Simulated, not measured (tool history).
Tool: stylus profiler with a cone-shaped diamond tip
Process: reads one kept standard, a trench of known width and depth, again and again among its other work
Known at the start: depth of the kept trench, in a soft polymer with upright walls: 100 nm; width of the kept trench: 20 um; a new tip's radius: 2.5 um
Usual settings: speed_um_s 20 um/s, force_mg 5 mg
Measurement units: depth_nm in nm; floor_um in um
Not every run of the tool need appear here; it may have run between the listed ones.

run   hour  speed_um_s  force_mg  depth_nm  floor_um
  1      0          20         5    101.46     18.55
  2   18.1          20       7.9    101.99     18.54
  3   35.9          20      8.51    101.91     18.54
  4     53          20         5    101.43     18.55
  5   65.7          20     13.07     102.8     18.59
  6   87.1          20     13.07    102.69     18.57
  7  100.4          20      3.05    101.05     18.53
  8  112.9          20      3.05    101.14      18.5
  9    129          55         5     101.5     18.49
 10    139          55         5     101.5     18.51
 11  153.1          55         5     101.4      18.5
 12  165.9          55         5    101.41     18.49
 13    182          40         5    101.41     18.53
 14  195.7          21     11.83    102.49     18.63
 15  212.2          40     11.83     102.5     18.52

Below are 4 alternative next runs, each starting from the tool's condition after run 15. Predict each:
  A  226.1          40      4.35         ?         ?
  B  226.1          20     10.51         ?         ?
  C  226.1          26      1.72         ?         ?
  D  226.1          13         5         ?         ?

run  depth_nm  floor_um
  A    101.33     18.44
  B    102.44     18.47
  C    100.79     18.49
  D    101.42      18.6
With no hidden state in the tool, these same runs would have given:
run  depth_nm  floor_um
  A    101.33     18.45
  B    102.44     18.49
  C    100.79     18.51
  D    101.41     18.62
